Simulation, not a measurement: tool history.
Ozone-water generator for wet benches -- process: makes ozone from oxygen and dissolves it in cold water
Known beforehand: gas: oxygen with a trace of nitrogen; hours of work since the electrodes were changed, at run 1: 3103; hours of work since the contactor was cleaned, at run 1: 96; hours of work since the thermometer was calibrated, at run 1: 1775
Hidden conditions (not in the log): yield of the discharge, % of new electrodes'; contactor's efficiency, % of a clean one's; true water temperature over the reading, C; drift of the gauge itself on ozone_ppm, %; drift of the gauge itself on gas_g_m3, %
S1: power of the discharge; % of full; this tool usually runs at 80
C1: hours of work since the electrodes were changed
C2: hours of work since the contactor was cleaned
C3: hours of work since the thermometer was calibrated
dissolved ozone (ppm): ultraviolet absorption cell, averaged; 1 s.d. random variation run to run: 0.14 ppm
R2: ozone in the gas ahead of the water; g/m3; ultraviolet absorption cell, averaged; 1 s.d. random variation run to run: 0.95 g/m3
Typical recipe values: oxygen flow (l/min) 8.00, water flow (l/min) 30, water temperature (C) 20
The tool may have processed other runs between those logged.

run 1 hour=0.0 | S1=80 oxygen_flow_(l/min)=8.00 water_flow_(l/min)=30 water_temperature_(C)=20 | C1=3103 C2=96 C3=1775 | dissolved_ozone_(ppm)=15.9 R2=149.9
run 2 hour=224.5 | S1=80 oxygen_flow_(l/min)=11.34 water_flow_(l/min)=30 water_temperature_(C)=20 | C1=3284 C2=277 C3=1956 | dissolved_ozone_(ppm)=15.9 R2=124.8
run 3 hour=422.2 | S1=80 oxygen_flow_(l/min)=8.73 water_flow_(l/min)=30 water_temperature_(C)=20 | C1=3443 C2=436 C3=2115 | dissolved_ozone_(ppm)=15.8 R2=138.9
run 4 hour=635.3 | S1=80 oxygen_flow_(l/min)=8.00 water_flow_(l/min)=30 water_temperature_(C)=20 | C1=3615 C2=607 C3=2287 | dissolved_ozone_(ppm)=15.7 R2=147.0
run 5 hour=757.4 | S1=80 oxygen_flow_(l/min)=8.00 water_flow_(l/min)=30 water_temperature_(C)=20 | C1=3713 C2=706 C3=2385 | dissolved_ozone_(ppm)=15.7 R2=146.0
run 6 hour=983.8 | S1=80 oxygen_flow_(l/min)=8.00 water_flow_(l/min)=30 water_temperature_(C)=20 | C1=3895 C2=888 C3=2567 | dissolved_ozone_(ppm)=15.5 R2=146.2
run 7 hour=1164.3 | S1=59 oxygen_flow_(l/min)=8.00 water_flow_(l/min)=30 water_temperature_(C)=24 | C1=4041 C2=1033 C3=2712 | dissolved_ozone_(ppm)=12.6 R2=127.9
run 8 hour=1387.4 | S1=59 oxygen_flow_(l/min)=8.00 water_flow_(l/min)=30 water_temperature_(C)=24 | C1=4220 C2=1213 C3=2892 | dissolved_ozone_(ppm)=12.6 R2=126.9
run 9 hour=1557.6 | S1=76 oxygen_flow_(l/min)=8.00 water_flow_(l/min)=41 water_temperature_(C)=15 | C1=4357 C2=1350 C3=3029 | dissolved_ozone_(ppm)=12.2 R2=140.6
run 10 hour=1744.7 | S1=69 oxygen_flow_(l/min)=11.75 water_flow_(l/min)=30 water_temperature_(C)=23 | C1=4508 C2=1500 C3=3180 | dissolved_ozone_(ppm)=13.4 R2=110.5
run 11 hour=1874.7 | S1=80 oxygen_flow_(l/min)=4.73 water_flow_(l/min)=30 water_temperature_(C)=20 | C1=4612 C2=1605 C3=3284 | dissolved_ozone_(ppm)=14.5 R2=186.8

For run 12, what comes out?
run 12 hour=2031.7 | S1=80 oxygen_flow_(l/min)=4.73 water_flow_(l/min)=30 water_temperature_(C)=20 | C1=4739 C2=1731 C3=3411 | dissolved_ozone_(ppm)=? R2=?

Run 12 measured dissolved ozone (ppm) 14.9, R2 187.0 g/m3.
If the tool had no hidden condition, the same run with the same run-to-run variation would have returned dissolved ozone (ppm) 16.9, R2 210.0 g/m3.
